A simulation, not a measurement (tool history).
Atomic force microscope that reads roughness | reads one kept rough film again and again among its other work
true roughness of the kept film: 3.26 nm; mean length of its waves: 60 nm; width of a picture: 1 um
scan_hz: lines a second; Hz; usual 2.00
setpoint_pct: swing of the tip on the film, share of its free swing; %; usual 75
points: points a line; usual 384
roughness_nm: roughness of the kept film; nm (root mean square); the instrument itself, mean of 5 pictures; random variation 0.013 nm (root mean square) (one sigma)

run 1 hour=0.0 | scan_hz=2.00 setpoint_pct=75 points=384 | roughness_nm=2.884
-- hour=4.2 new tip fitted
-- hour=20.9 height scale calibrated on a step standard
-- hour=48.9 new tip fitted
run 2 hour=67.3 | scan_hz=2.00 setpoint_pct=75 points=384 | roughness_nm=3.032
-- hour=87.7 new tip fitted
-- hour=128.6 new tip fitted
run 3 hour=142.5 | scan_hz=2.00 setpoint_pct=75 points=384 | roughness_nm=3.076
-- hour=170.9 new tip fitted
-- hour=184.7 height scale calibrated on a step standard, once more
-- hour=216.4 new tip fitted
run 4 hour=221.0 | scan_hz=2.00 setpoint_pct=75 points=384 | roughness_nm=3.026
-- hour=258.8 new tip fitted
run 5 hour=276.8 | scan_hz=2.00 setpoint_pct=75 points=384 | roughness_nm=2.938
-- hour=297.8 new tip fitted
-- hour=337.2 new tip fitted
run 6 hour=352.1 | scan_hz=2.00 setpoint_pct=75 points=384 | roughness_nm=2.958
-- hour=378.8 new tip fitted
-- hour=419.4 new tip fitted
run 7 hour=433.1 | scan_hz=2.00 setpoint_pct=75 points=384 | roughness_nm=2.966
-- hour=459.3 new tip fitted
run 8 hour=469.5 | scan_hz=2.00 setpoint_pct=75 points=384 | roughness_nm=2.988
-- hour=500.1 new tip fitted
run 9 hour=517.2 | scan_hz=2.00 setpoint_pct=75 points=384 | roughness_nm=2.953
-- hour=542.9 new tip fitted
-- hour=583.9 new tip fitted
run 10 hour=588.5 | scan_hz=2.00 setpoint_pct=75 points=384 | roughness_nm=2.998
-- hour=624.2 new tip fitted
-- hour=665.3 new tip fitted
run 11 hour=668.8 | scan_hz=2.00 setpoint_pct=75 points=269 | roughness_nm=3.045
-- hour=708.7 new tip fitted
-- hour=751.1 new tip fitted
run 12 hour=751.1 | scan_hz=2.00 setpoint_pct=75 points=269 | roughness_nm=3.014
-- hour=795.5 new tip fitted
run 13 hour=832.2 | scan_hz=2.00 setpoint_pct=75 points=269 | roughness_nm=2.881
-- hour=840.2 new tip fitted
-- hour=882.6 new tip fitted
run 14 hour=900.3 | scan_hz=3.40 setpoint_pct=79 points=268 | roughness_nm=2.808
-- hour=926.2 new tip fitted
run 15 hour=956.0 | scan_hz=3.40 setpoint_pct=79 points=880 | roughness_nm=2.768
-- hour=969.2 new tip fitted
-- hour=1009.7 new tip fitted
run 16 hour=1027.9 | scan_hz=2.00 setpoint_pct=68 points=384 | roughness_nm=3.021
-- hour=1050.5 new tip fitted
run 17 hour=1085.5 | scan_hz=2.00 setpoint_pct=68 points=939 | roughness_nm=2.980
-- hour=1091.4 new tip fitted
-- hour=1134.2 new tip fitted
run 18 hour=1168.9 | scan_hz=2.00 setpoint_pct=68 points=297 | roughness_nm=2.937
-- hour=1176.1 new tip fitted
-- hour=1218.3 new tip fitted
run 19 hour=1218.6 | scan_hz=2.00 setpoint_pct=68 points=297 | roughness_nm=3.114

4 ways to go on from here, each from the tool as it stands after run 19. What would each give?
-- hour=1261.2 new tip fitted
run A hour=1277.9 | scan_hz=2.00 setpoint_pct=63 points=384 | roughness_nm=?
-- hour=1261.2 new tip fitted
run B hour=1277.9 | scan_hz=1.14 setpoint_pct=81 points=297 | roughness_nm=?
-- hour=1261.2 new tip fitted
run C hour=1277.9 | scan_hz=0.54 setpoint_pct=81 points=322 | roughness_nm=?
-- hour=1261.2 new tip fitted
run D hour=1277.9 | scan_hz=2.00 setpoint_pct=82 points=384 | roughness_nm=?

run=A roughness_nm=3.095
run=B roughness_nm=3.028
run=C roughness_nm=3.084
run=D roughness_nm=2.903
Without the tool's hidden state the same runs would have given:
run=A roughness_nm=3.146
run=B roughness_nm=3.079
run=C roughness_nm=3.136
run=D roughness_nm=2.951

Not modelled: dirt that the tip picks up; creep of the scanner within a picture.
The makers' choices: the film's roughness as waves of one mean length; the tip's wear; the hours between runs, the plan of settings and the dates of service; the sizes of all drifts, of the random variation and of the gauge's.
